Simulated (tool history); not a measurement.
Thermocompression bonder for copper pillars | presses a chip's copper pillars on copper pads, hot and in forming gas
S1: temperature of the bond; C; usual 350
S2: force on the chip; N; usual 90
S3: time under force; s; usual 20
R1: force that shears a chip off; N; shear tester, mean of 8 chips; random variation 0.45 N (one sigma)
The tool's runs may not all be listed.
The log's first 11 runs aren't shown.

{"run": 12, "hour": 770.8, "S1": 350, "S2": 65, "S3": 20, "R1": 45.7}
{"run": 13, "hour": 850.6, "S1": 350, "S2": 65, "S3": 20, "R1": 44.8}
{"run": 14, "hour": 899.4, "S1": 350, "S2": 90, "S3": 20, "R1": 62.7}
{"run": 15, "hour": 998.2, "S1": 350, "S2": 90, "S3": 20, "R1": 62.6}
{"hour": 1020.1, "done": "forming gas filter changed"}
{"run": 16, "hour": 1048.3, "S1": 350, "S2": 90, "S3": 20, "R1": 63.7}
{"run": 17, "hour": 1139.0, "S1": 350, "S2": 90, "S3": 20, "R1": 64}
{"hour": 1170.8, "done": "force cell calibrated"}
{"run": 18, "hour": 1217.4, "S1": 350, "S2": 90, "S3": 20, "R1": 66.9}
{"run": 19, "hour": 1298.0, "S1": 346, "S2": 105, "S3": 11, "R1": 60.4}
{"run": 20, "hour": 1381.9, "S1": 350, "S2": 112, "S3": 30, "R1": 88.3}
{"hour": 1464.2, "done": "heater calibrated with a thermocouple chip"}
{"run": 21, "hour": 1479.7, "S1": 350, "S2": 112, "S3": 30, "R1": 82.1}
{"run": 22, "hour": 1575.2, "S1": 364, "S2": 90, "S3": 20, "R1": 69.5}
{"hour": 1580.2, "done": "forming gas filter changed"}
{"run": 23, "hour": 1663.0, "S1": 350, "S2": 62, "S3": 23, "R1": 44.5}
{"run": 24, "hour": 1705.8, "S1": 350, "S2": 62, "S3": 23, "R1": 43.9}
{"run": 25, "hour": 1784.7, "S1": 338, "S2": 60, "S3": 11, "R1": 26.5}
{"run": 26, "hour": 1863.2, "S1": 338, "S2": 60, "S3": 11, "R1": 27}
{"run": 27, "hour": 1929.4, "S1": 346, "S2": 60, "S3": 12, "R1": 31}
{"run": 28, "hour": 2016.1, "S1": 346, "S2": 60, "S3": 12, "R1": 31}
{"run": 29, "hour": 2115.8, "S1": 353, "S2": 77, "S3": 34, "R1": 65.2}
{"hour": 2135.4, "done": "forming gas filter changed"}
{"run": 30, "hour": 2189.0, "S1": 330, "S2": 77, "S3": 34, "R1": 51.6}
{"run": 31, "hour": 2267.9, "S1": 330, "S2": 77, "S3": 34, "R1": 51.7}
{"run": 32, "hour": 2357.6, "S1": 345, "S2": 90, "S3": 44, "R1": 76.4}
{"run": 33, "hour": 2453.7, "S1": 367, "S2": 90, "S3": 27, "R1": 79.2}
{"run": 34, "hour": 2500.5, "S1": 350, "S2": 119, "S3": 20, "R1": 79}
{"run": 35, "hour": 2595.9, "S1": 350, "S2": 119, "S3": 20, "R1": 78.5}
{"run": 36, "hour": 2660.1, "S1": 343, "S2": 63, "S3": 35, "R1": 49.6}

Forecast each of these 3 alternatives for the next run:
{"hour": 2693.1, "done": "forming gas filter changed"}
{"run": "A", "hour": 2753.8, "S1": 343, "S2": 63, "S3": 22, "R1": "?"}
{"hour": 2693.1, "done": "forming gas filter changed"}
{"run": "B", "hour": 2753.8, "S1": 323, "S2": 112, "S3": 57, "R1": "?"}
{"hour": 2693.1, "done": "forming gas filter changed"}
{"run": "C", "hour": 2753.8, "S1": 348, "S2": 108, "S3": 27, "R1": "?"}

run=A R1=42.1
run=B R1=79.8
run=C R1=79
Without the tool's hidden state the same runs would have given:
run=A R1=41.1
run=B R1=78.3
run=C R1=77.9
